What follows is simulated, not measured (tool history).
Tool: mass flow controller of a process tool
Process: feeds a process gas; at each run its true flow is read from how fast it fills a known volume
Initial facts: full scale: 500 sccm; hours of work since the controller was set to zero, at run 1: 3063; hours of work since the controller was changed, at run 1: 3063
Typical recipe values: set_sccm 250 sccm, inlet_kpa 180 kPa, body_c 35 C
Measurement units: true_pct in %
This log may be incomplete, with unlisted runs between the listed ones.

run,hour,set_sccm,inlet_kpa,body_c,hours of work since the controller was set to zero,hours of work since the controller was changed,true_pct
1,0,250,180,35,3063,3063,99.4
2,302.8,250,180,35,3272,3272,99.48
3,811.7,250,146,35,3623,3623,99.47
4,1117.3,250,146,35,3834,3834,99.67
5,1600,250,146,35,4167,4167,99.69
6,2101.3,250,146,35,4513,4513,99.81
7,2368.4,250,146,35,4698,4698,99.95
8,2652.4,250,146,35,4894,4894,99.99
9,2885.4,113,180,35,5054,5054,98.99
10,3126.3,113,180,35,5221,5221,99.13
11,3603.5,250,269,35,5550,5550,100.94
12,3836.3,250,269,35,5711,5711,100.86
13,4287.2,250,269,35,6022,6022,100.93
14,4748.9,250,180,35,6341,6341,100.69
15,5075.1,86,210,33,6566,6566,99.26
16,5468.1,86,210,33,6837,6837,99.28
17,5713.2,86,210,33,7006,7006,99.41
18,6080.8,86,210,33,7260,7260,99.4
19,6498.2,286,269,31,7548,7548,102.2
# hour 6542.1: controller's zero set anew
20,6976.6,286,269,31,300,7878,101.85
21,7313.5,286,269,31,532,8110,101.99
# hour 7421.2: controller's zero set anew, once more
22,7735.4,286,215,31,217,8401,102.99
23,8046.5,67,215,31,432,8616,101.96
24,8302.3,67,215,31,608,8792,101.89
25,8736.4,250,227,35,908,9092,102.81
26,9215.9,250,227,34,1239,9423,102.82
27,9531.2,250,171,37,1456,9641,102.68
# hour 9738.1: controller exchanged for a calibrated one
28,10034.8,222,172,36,205,205,97.65

Here are 3 independent what-if runs from the current tool condition. What would each one return?
A,10534.4,119,144,26,550,550,?
B,10534.4,276,180,34,550,550,?
C,10534.4,250,214,29,550,550,?

run,true_pct
A,98.18
B,98.29
C,98.75
With the hidden condition removed and each run's random variation left untouched, the same runs would have given:
run,true_pct
A,98.05
B,98.07
C,98.53
